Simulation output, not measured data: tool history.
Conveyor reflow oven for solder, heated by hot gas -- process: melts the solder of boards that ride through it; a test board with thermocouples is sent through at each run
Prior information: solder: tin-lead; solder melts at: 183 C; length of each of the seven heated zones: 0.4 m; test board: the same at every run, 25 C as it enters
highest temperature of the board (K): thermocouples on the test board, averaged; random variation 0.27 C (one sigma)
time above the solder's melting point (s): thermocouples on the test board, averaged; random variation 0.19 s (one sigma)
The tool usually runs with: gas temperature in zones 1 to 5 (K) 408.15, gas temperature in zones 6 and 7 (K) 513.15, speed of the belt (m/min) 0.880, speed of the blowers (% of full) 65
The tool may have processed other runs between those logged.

run,hour,gas temperature in zones 1 to 5 (K),gas temperature in zones 6 and 7 (K),speed of the belt (m/min),speed of the blowers (% of full),highest temperature of the board (K),time above the solder's melting point (s)
1,0.0,408.15,513.15,0.880,65,490.95,40.0
2,18.7,408.15,513.15,0.880,65,491.15,40.0
3,33.5,394.15,513.15,0.880,65,488.55,35.6
4,54.5,394.15,513.15,0.880,65,488.25,35.2
5,80.1,394.15,513.15,0.880,79,493.85,39.0
6,99.5,394.15,513.15,0.880,79,493.55,38.4
7,116.2,408.15,513.15,0.880,66,491.65,40.1
8,140.5,408.15,513.15,0.880,66,492.15,39.9
9,159.8,408.15,513.15,0.880,66,491.35,40.2
10,171.9,421.15,513.15,0.880,65,494.35,44.7
11,186.1,421.15,513.15,0.880,65,493.75,45.3
12,197.8,408.15,505.15,0.880,65,484.65,35.6
13,212.0,410.15,513.15,0.958,65,487.95,35.3
14,231.6,410.15,513.15,0.958,65,488.35,34.9
15,254.2,408.15,513.15,0.914,51,483.45,32.5
16,268.3,401.15,509.15,0.865,68,488.35,37.4
17,284.0,408.15,513.15,0.848,65,492.45,42.3
18,305.6,395.15,504.15,0.880,87,488.05,36.1
19,324.0,408.15,525.15,0.926,61,497.05,41.1
20,343.0,408.15,514.15,1.042,80,491.05,33.5
21,355.3,408.15,514.15,1.042,78,490.05,33.2
22,377.5,408.15,526.15,0.974,65,497.65,38.7
23,397.7,399.15,526.15,0.974,67,496.65,36.8
24,418.7,399.15,526.15,0.974,67,496.65,37.0

What if the next run were any one of these 4? Each begins from the tool's condition after run 24:
A,437.1,408.15,523.15,0.880,52,?,?
B,437.1,408.15,517.15,0.880,65,?,?
C,437.1,406.15,522.15,0.835,67,?,?
D,437.1,414.15,523.15,0.974,67,?,?

run,highest temperature of the board (K),time above the solder's melting point (s)
A,493.65,41.1
B,494.85,41.6
C,501.85,46.9
D,497.55,40.5
Take away the tool's hidden state, keep each run's random variation, and the runs would have read:
run,highest temperature of the board (K),time above the solder's melting point (s)
A,493.65,41.1
B,494.85,41.6
C,501.85,46.9
D,497.55,40.5

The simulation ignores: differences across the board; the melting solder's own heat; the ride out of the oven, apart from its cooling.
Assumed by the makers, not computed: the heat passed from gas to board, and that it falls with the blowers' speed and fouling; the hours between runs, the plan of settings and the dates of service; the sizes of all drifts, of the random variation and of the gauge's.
